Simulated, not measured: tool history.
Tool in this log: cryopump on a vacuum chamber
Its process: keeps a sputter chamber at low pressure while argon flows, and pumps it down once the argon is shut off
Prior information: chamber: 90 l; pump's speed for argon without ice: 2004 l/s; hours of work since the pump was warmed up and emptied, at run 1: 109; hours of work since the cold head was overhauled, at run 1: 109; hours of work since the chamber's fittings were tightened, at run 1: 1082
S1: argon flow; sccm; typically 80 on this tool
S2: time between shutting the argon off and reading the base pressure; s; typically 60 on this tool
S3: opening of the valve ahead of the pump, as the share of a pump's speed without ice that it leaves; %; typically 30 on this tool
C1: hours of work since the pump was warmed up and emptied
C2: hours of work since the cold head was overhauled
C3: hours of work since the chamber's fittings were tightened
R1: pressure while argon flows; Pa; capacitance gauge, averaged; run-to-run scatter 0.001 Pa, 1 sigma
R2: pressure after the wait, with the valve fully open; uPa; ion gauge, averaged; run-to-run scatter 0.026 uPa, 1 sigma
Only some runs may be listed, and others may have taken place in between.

| run | hour | S1 | S2 | S3 | C1 | C2 | C3 | R1 | R2 |
|---|---|---|---|---|---|---|---|---|---|
| 1 | 0 | 80 | 60 | 30 | 109 | 109 | 1082 | 0.2277 | 2.83 |
| 2 | 14.1 | 80 | 60 | 21 | 120 | 120 | 1094 | 0.322 | 2.79 |
| 3 | 28.9 | 80 | 60 | 21 | 132 | 132 | 1105 | 0.3233 | 2.91 |
| 4 | 50.2 | 80 | 60 | 16 | 148 | 148 | 1122 | 0.4256 | 2.84 |
| 5 | 66 | 80 | 60 | 30 | 161 | 161 | 1135 | 0.2284 | 2.9 |
| 6 | 75.3 | 147 | 60 | 30 | 168 | 168 | 1142 | 0.4211 | 2.9 |
| 7 | 97 | 139 | 60 | 30 | 186 | 186 | 1159 | 0.3981 | 2.93 |
| 8 | 113.4 | 80 | 60 | 44 | 199 | 199 | 1172 | 0.158 | 2.91 |
| 9 | 124.3 | 80 | 60 | 44 | 207 | 207 | 1181 | 0.1596 | 3.03 |
|  | 136.1 | leaking fittings of the chamber tightened, without venting |
| 10 | 145.8 | 80 | 60 | 44 | 223 | 223 | 8 | 0.1588 | 1.1 |
| 11 | 155.4 | 80 | 60 | 44 | 230 | 230 | 15 | 0.1594 | 1.12 |
| 12 | 177 | 80 | 60 | 44 | 247 | 247 | 32 | 0.1594 | 1.23 |
| 13 | 192.1 | 112 | 32 | 26 | 259 | 259 | 44 | 0.3721 | 2.13 |
| 14 | 202.3 | 80 | 115 | 49 | 268 | 268 | 53 | 0.1445 | 0.76 |
| 15 | 222.8 | 80 | 115 | 49 | 284 | 284 | 69 | 0.145 | 0.8 |
| 16 | 235.1 | 52 | 91 | 15 | 294 | 294 | 78 | 0.2975 | 0.93 |
| 17 | 246.7 | 80 | 21 | 38 | 303 | 303 | 88 | 0.1844 | 3.08 |
| 18 | 263.3 | 94 | 30 | 20 | 316 | 316 | 101 | 0.4067 | 2.23 |
| 19 | 276.2 | 80 | 94 | 30 | 326 | 326 | 111 | 0.2336 | 0.97 |
| 20 | 286.7 | 80 | 94 | 30 | 335 | 335 | 119 | 0.233 | 1.04 |
| 21 | 303.9 | 84 | 60 | 59 | 348 | 348 | 133 | 0.1303 | 1.37 |
| 22 | 317.4 | 84 | 60 | 59 | 359 | 359 | 144 | 0.1306 | 1.38 |
| 23 | 336.3 | 126 | 210 | 19 | 374 | 374 | 159 | 0.5769 | 0.71 |

What if the next run were any one of these 4? Each begins from the tool's condition after run 23:
| A | 352.2 | 80 | 68 | 18 | 386 | 386 | 171 | ? | ? |
| B | 352.2 | 80 | 121 | 30 | 386 | 386 | 171 | ? | ? |
| C | 352.2 | 126 | 210 | 16 | 386 | 386 | 171 | ? | ? |
| D | 352.2 | 128 | 126 | 19 | 386 | 386 | 171 | ? | ? |

| run | R1 | R2 |
|---|---|---|
| A | 0.3839 | 1.33 |
| B | 0.2349 | 0.97 |
| C | 0.6786 | 0.75 |
| D | 0.5881 | 0.9 |
Stripped of hidden state, with their random variation kept, the same runs would have yielded:
| run | R1 | R2 |
|---|---|---|
| A | 0.3737 | 1 |
| B | 0.2247 | 0.64 |
| C | 0.6626 | 0.42 |
| D | 0.5717 | 0.58 |
